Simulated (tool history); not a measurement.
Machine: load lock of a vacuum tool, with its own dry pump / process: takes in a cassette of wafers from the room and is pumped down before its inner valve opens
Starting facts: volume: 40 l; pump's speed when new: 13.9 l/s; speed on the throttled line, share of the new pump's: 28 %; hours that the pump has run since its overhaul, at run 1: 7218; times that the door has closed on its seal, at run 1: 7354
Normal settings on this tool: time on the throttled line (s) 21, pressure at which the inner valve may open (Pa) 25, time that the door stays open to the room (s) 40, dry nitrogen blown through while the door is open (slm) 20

| run | hour | time on the throttled line (s) | pressure at which the inner valve may open (Pa) | time that the door stays open to the room (s) | dry nitrogen blown through while the door is open (slm) | hours that the pump has run since its overhaul | times that the door has closed on its seal | incoming humidity of the room's air, % | time from the closed door until the inner valve may open (s) | rise of the pressure with all valves shut (Pa/min) |
|---|---|---|---|---|---|---|---|---|---|---|
| 1 | 0.0 | 21 | 25 | 40 | 20 | 7218 | 7354 | 44.4 | 40.2 | 0.036 |
| 2 | 201.1 | 11 | 25 | 40 | 20 | 7420 | 8074 | 45.5 | 33.6 | 0.039 |
| 3 | 395.2 | 11 | 25 | 40 | 20 | 7614 | 8769 | 45.0 | 33.7 | 0.045 |
| 4 | 518.8 | 11 | 25 | 40 | 20 | 7737 | 9212 | 48.5 | 34.5 | 0.041 |
| 5 | 667.4 | 21 | 25 | 35 | 20 | 7886 | 9745 | 42.8 | 40.1 | 0.036 |
| 6 | 794.8 | 21 | 25 | 35 | 20 | 8013 | 10201 | 45.2 | 40.9 | 0.039 |
| 7 | 938.2 | 21 | 25 | 35 | 20 | 8157 | 10715 | 45.0 | 40.2 | 0.045 |
| 8 | 1049.9 | 21 | 25 | 35 | 20 | 8268 | 11115 | 46.7 | 40.7 | 0.050 |
| 9 | 1145.9 | 21 | 25 | 35 | 20 | 8364 | 11459 | 45.6 | 40.7 | 0.050 |
| 10 | 1283.3 | 21 | 25 | 35 | 20 | 8502 | 11951 | 45.1 | 41.7 | 0.049 |
| 11 | 1383.8 | 21 | 25 | 40 | 20 | 8602 | 12311 | 44.3 | 41.4 | 0.053 |
| 12 | 1497.3 | 21 | 25 | 40 | 20 | 8716 | 12718 | 47.6 | 41.1 | 0.056 |
| 13 | 1589.1 | 21 | 25 | 40 | 20 | 8808 | 13047 | 41.2 | 40.2 | 0.055 |
| 14 | 1729.6 | 21 | 25 | 40 | 20 | 8948 | 13550 | 47.0 | 40.3 | 0.060 |
| 15 | 1829.6 | 21 | 25 | 40 | 20 | 9048 | 13908 | 43.6 | 41.5 | 0.056 |
| 16 | 2022.7 | 21 | 25 | 86 | 20 | 9241 | 14600 | 44.6 | 40.5 | 0.072 |
| 17 | 2218.9 | 21 | 25 | 86 | 20 | 9437 | 15303 | 44.3 | 40.8 | 0.079 |
| 18 | 2335.3 | 21 | 25 | 86 | 20 | 9554 | 15720 | 47.6 | 41.5 | 0.080 |
| 19 | 2525.1 | 21 | 25 | 86 | 20 | 9744 | 16400 | 46.5 | 41.2 | 0.084 |
| 20 | 2642.6 | 21 | 25 | 86 | 20 | 9861 | 16821 | 45.1 | 41.6 | 0.087 |
| 21 | 2807.8 | 17 | 25 | 86 | 40 | 10026 | 17413 | 43.4 | 38.6 | 0.072 |
| 22 | 2927.2 | 17 | 25 | 86 | 40 | 10146 | 17840 | 47.5 | 38.3 | 0.081 |
| 23 | 3023.1 | 17 | 25 | 86 | 40 | 10242 | 18184 | 45.4 | 38.0 | 0.080 |
| 24 | 3146.8 | 21 | 25 | 183 | 5 | 10365 | 18627 | 42.4 | 41.2 | 0.132 |
| 25 | 3252.8 | 26 | 21 | 122 | 10 | 10471 | 19007 | 46.9 | 45.2 | 0.120 |
| 26 | 3399.5 | 21 | 38 | 135 | 20 | 10618 | 19532 | 45.9 | 40.4 | 0.108 |
| 27 | 3560.0 | 21 | 25 | 72 | 9 | 10778 | 20107 | 43.2 | 41.6 | 0.108 |
| 28 | 3680.6 | 19 | 46 | 40 | 10 | 10899 | 20539 | 43.0 | 37.9 | 0.095 |
| 29 | 3872.0 | 19 | 46 | 40 | 10 | 11090 | 21225 | 46.6 | 37.6 | 0.104 |
| 30 | 4000.9 | 27 | 25 | 90 | 6 | 11219 | 21687 | 46.5 | 45.4 | 0.126 |
| 31 | 4177.4 | 27 | 25 | 90 | 6 | 11396 | 22319 | 45.6 | 46.0 | 0.126 |
| 32 | 4294.9 | 21 | 34 | 40 | 20 | 11513 | 22740 | 45.5 | 41.5 | 0.103 |
| 33 | 4430.5 | 18 | 44 | 43 | 12 | 11649 | 23226 | 42.5 | 37.7 | 0.107 |
| 34 | 4641.1 | 17 | 44 | 43 | 24 | 11860 | 23980 | 47.6 | 37.5 | 0.108 |
| 35 | 4732.4 | 34 | 32 | 192 | 5 | 11951 | 24307 | 51.9 | 49.6 | 0.177 |
| 36 | 4858.1 | 32 | 29 | 40 | 8 | 12077 | 24758 | 44.5 | 49.0 | 0.122 |
| 37 | 4983.1 | 21 | 43 | 151 | 20 | 12201 | 25205 | 43.8 | 39.6 | 0.131 |

Results per run with the tool's hidden condition removed, run-to-run variation unchanged:
Hidden conditions of the tool in this case: pump's speed, % of a new pump's; leak at the door's seal, Pa l/s; drift of the gauge itself on ready_s, %; drift of the gauge itself on rise_pa_min, %.
| run | time from the closed door until the inner valve may open (s) | rise of the pressure with all valves shut (Pa/min) |
|---|---|---|
| 1 | 38.8 | 0.020 |
| 2 | 31.9 | 0.020 |
| 3 | 31.9 | 0.024 |
| 4 | 32.7 | 0.019 |
| 5 | 38.4 | 0.012 |
| 6 | 39.3 | 0.013 |
| 7 | 38.5 | 0.018 |
| 8 | 39.0 | 0.021 |
| 9 | 39.0 | 0.021 |
| 10 | 39.9 | 0.018 |
| 11 | 39.7 | 0.020 |
| 12 | 39.3 | 0.021 |
| 13 | 38.4 | 0.019 |
| 14 | 38.5 | 0.022 |
| 15 | 39.6 | 0.016 |
| 16 | 38.6 | 0.029 |
| 17 | 38.9 | 0.034 |
| 18 | 39.5 | 0.034 |
| 19 | 39.1 | 0.034 |
| 20 | 39.5 | 0.034 |
| 21 | 36.4 | 0.016 |
| 22 | 36.1 | 0.025 |
| 23 | 35.7 | 0.020 |
| 24 | 39.0 | 0.072 |
| 25 | 43.1 | 0.056 |
| 26 | 38.3 | 0.042 |
| 27 | 39.3 | 0.039 |
| 28 | 35.8 | 0.024 |
| 29 | 35.3 | 0.030 |
| 30 | 43.2 | 0.050 |
| 31 | 43.8 | 0.047 |
| 32 | 39.2 | 0.021 |
| 33 | 35.4 | 0.021 |
| 34 | 35.1 | 0.020 |
| 35 | 47.7 | 0.087 |
| 36 | 46.9 | 0.027 |
| 37 | 37.3 | 0.035 |

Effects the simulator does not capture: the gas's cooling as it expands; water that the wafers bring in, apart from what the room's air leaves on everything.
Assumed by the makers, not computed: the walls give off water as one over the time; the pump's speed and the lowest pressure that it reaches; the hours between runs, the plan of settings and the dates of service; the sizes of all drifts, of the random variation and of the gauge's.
